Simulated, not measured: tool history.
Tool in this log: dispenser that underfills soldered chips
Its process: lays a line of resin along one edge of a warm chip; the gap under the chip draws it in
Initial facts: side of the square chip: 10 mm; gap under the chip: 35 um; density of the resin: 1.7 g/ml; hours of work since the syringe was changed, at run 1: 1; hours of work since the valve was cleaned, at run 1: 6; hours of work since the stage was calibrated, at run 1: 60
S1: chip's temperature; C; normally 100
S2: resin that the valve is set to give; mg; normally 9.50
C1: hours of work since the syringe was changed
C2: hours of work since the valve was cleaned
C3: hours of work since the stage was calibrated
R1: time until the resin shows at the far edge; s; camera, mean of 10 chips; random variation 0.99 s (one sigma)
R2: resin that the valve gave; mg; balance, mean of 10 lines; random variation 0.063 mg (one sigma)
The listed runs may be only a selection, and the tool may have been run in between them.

| run | hour | S1 | S2 | C1 | C2 | C3 | R1 | R2 |
|---|---|---|---|---|---|---|---|---|
| 1 | 0.0 | 100 | 9.50 | 1 | 6 | 60 | 96.9 | 9.48 |
| 2 | 3.4 | 105 | 9.50 | 3 | 8 | 62 | 85.4 | 9.40 |
| 3 | 6.8 | 93 | 9.50 | 6 | 10 | 64 | 146.9 | 9.48 |
|  | 7.9 | new syringe of resin |
| 4 | 13.1 | 100 | 11.78 | 4 | 15 | 69 | 106.8 | 11.70 |
| 5 | 16.2 | 91 | 9.50 | 6 | 17 | 71 | 167.0 | 9.37 |
|  | 17.3 | new syringe of resin |
| 6 | 19.7 | 91 | 9.50 | 2 | 19 | 73 | 147.2 | 9.32 |
| 7 | 24.5 | 100 | 9.50 | 5 | 23 | 77 | 109.9 | 9.28 |
|  | 26.3 | new syringe of resin |
| 8 | 27.6 | 100 | 9.50 | 1 | 25 | 79 | 99.8 | 9.32 |
| 9 | 32.5 | 92 | 11.02 | 4 | 28 | 82 | 151.2 | 10.72 |
|  | 35.3 | new syringe of resin |
| 10 | 35.6 | 92 | 11.02 | 0 | 30 | 84 | 129.0 | 10.72 |
| 11 | 39.9 | 109 | 12.27 | 3 | 33 | 87 | 70.0 | 11.96 |
|  | 44.3 | new syringe of resin |
| 12 | 44.3 | 87 | 10.02 | 0 | 36 | 90 | 164.8 | 9.60 |
| 13 | 47.6 | 114 | 10.60 | 2 | 39 | 93 | 58.2 | 10.28 |
| 14 | 51.9 | 111 | 10.96 | 6 | 42 | 96 | 72.4 | 10.50 |

Here are 5 independent what-if runs from the current tool condition. What would each one return?
|  | 53.4 | new syringe of resin |
| A | 55.4 | 89 | 10.96 | 1 | 44 | 98 | ? | ? |
|  | 53.4 | new syringe of resin |
| B | 55.4 | 114 | 8.72 | 1 | 44 | 98 | ? | ? |
|  | 53.4 | new syringe of resin |
| C | 55.4 | 87 | 9.73 | 1 | 44 | 98 | ? | ? |
|  | 53.4 | new syringe of resin |
| D | 55.4 | 110 | 10.92 | 1 | 44 | 98 | ? | ? |
|  | 53.4 | new syringe of resin |
| E | 55.4 | 85 | 8.30 | 1 | 44 | 98 | ? | ? |

| run | R1 | R2 |
|---|---|---|
| A | 159.6 | 10.58 |
| B | 58.7 | 8.32 |
| C | 174.4 | 9.30 |
| D | 67.6 | 10.50 |
| E | 192.7 | 7.87 |
Without the tool's unlogged condition, the same runs would have read:
| run | R1 | R2 |
|---|---|---|
| A | 147.5 | 11.04 |
| B | 54.0 | 8.68 |
| C | 160.7 | 9.71 |
| D | 62.5 | 10.96 |
| E | 176.5 | 8.22 |
